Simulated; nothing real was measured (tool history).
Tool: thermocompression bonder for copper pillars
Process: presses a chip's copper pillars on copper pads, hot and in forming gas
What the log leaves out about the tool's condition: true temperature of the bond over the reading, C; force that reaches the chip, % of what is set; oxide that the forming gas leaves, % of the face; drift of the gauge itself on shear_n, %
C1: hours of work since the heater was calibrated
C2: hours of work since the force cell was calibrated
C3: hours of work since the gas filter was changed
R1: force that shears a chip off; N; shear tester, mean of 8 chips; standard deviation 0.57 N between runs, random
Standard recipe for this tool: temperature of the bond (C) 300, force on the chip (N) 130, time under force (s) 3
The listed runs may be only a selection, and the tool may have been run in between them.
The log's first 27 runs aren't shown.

run 28 hour=1149.3 | temperature_of_the_bond_(C)=295 force_on_the_chip_(N)=119 time_under_force_(s)=2 | C1=1328 C2=157 C3=134 | R1=29.2
run 29 hour=1190.9 | temperature_of_the_bond_(C)=295 force_on_the_chip_(N)=119 time_under_force_(s)=2 | C1=1358 C2=187 C3=164 | R1=28.6
run 30 hour=1231 | temperature_of_the_bond_(C)=304 force_on_the_chip_(N)=159 time_under_force_(s)=5 | C1=1387 C2=216 C3=193 | R1=47.8
run 31 hour=1267.2 | temperature_of_the_bond_(C)=304 force_on_the_chip_(N)=159 time_under_force_(s)=5 | C1=1413 C2=243 C3=220 | R1=46.4
run 32 hour=1320.1 | temperature_of_the_bond_(C)=300 force_on_the_chip_(N)=87 time_under_force_(s)=4 | C1=1452 C2=281 C3=258 | R1=31.1
run 33 hour=1363.5 | temperature_of_the_bond_(C)=323 force_on_the_chip_(N)=85 time_under_force_(s)=2 | C1=1483 C2=313 C3=290 | R1=28.8
run 34 hour=1414.6 | temperature_of_the_bond_(C)=276 force_on_the_chip_(N)=85 time_under_force_(s)=2 | C1=1521 C2=350 C3=327 | R1=16.6
run 35 hour=1445.5 | temperature_of_the_bond_(C)=327 force_on_the_chip_(N)=81 time_under_force_(s)=6 | C1=1543 C2=373 C3=349 | R1=42.9
-- hour=1450.8 forming gas filter changed
run 36 hour=1482.9 | temperature_of_the_bond_(C)=327 force_on_the_chip_(N)=81 time_under_force_(s)=6 | C1=1570 C2=399 C3=23 | R1=48.3
run 37 hour=1539.4 | temperature_of_the_bond_(C)=292 force_on_the_chip_(N)=130 time_under_force_(s)=4 | C1=1611 C2=440 C3=64 | R1=38
run 38 hour=1593.3 | temperature_of_the_bond_(C)=321 force_on_the_chip_(N)=130 time_under_force_(s)=4 | C1=1650 C2=480 C3=104 | R1=49.5
run 39 hour=1649.2 | temperature_of_the_bond_(C)=321 force_on_the_chip_(N)=130 time_under_force_(s)=4 | C1=1691 C2=520 C3=144 | R1=48.3
run 40 hour=1677.9 | temperature_of_the_bond_(C)=321 force_on_the_chip_(N)=130 time_under_force_(s)=4 | C1=1712 C2=541 C3=165 | R1=48.9

Consider 4 possible next runs. They are alternatives, not a sequence: every one starts from the tool as it was left by run 40. What does each give?
run A hour=1719.6 | temperature_of_the_bond_(C)=300 force_on_the_chip_(N)=130 time_under_force_(s)=2 | C1=1742 C2=571 C3=196 | R1=?
run B hour=1719.6 | temperature_of_the_bond_(C)=298 force_on_the_chip_(N)=166 time_under_force_(s)=3 | C1=1742 C2=571 C3=196 | R1=?
run C hour=1719.6 | temperature_of_the_bond_(C)=321 force_on_the_chip_(N)=101 time_under_force_(s)=6 | C1=1742 C2=571 C3=196 | R1=?
run D hour=1719.6 | temperature_of_the_bond_(C)=330 force_on_the_chip_(N)=117 time_under_force_(s)=3 | C1=1742 C2=571 C3=196 | R1=?

run=A R1=30.3
run=B R1=40.8
run=C R1=48.3
run=D R1=45.5
Without the tool's unlogged condition, the same runs would have read:
run=A R1=29.7
run=B R1=40.3
run=C R1=48.5
run=D R1=45.7
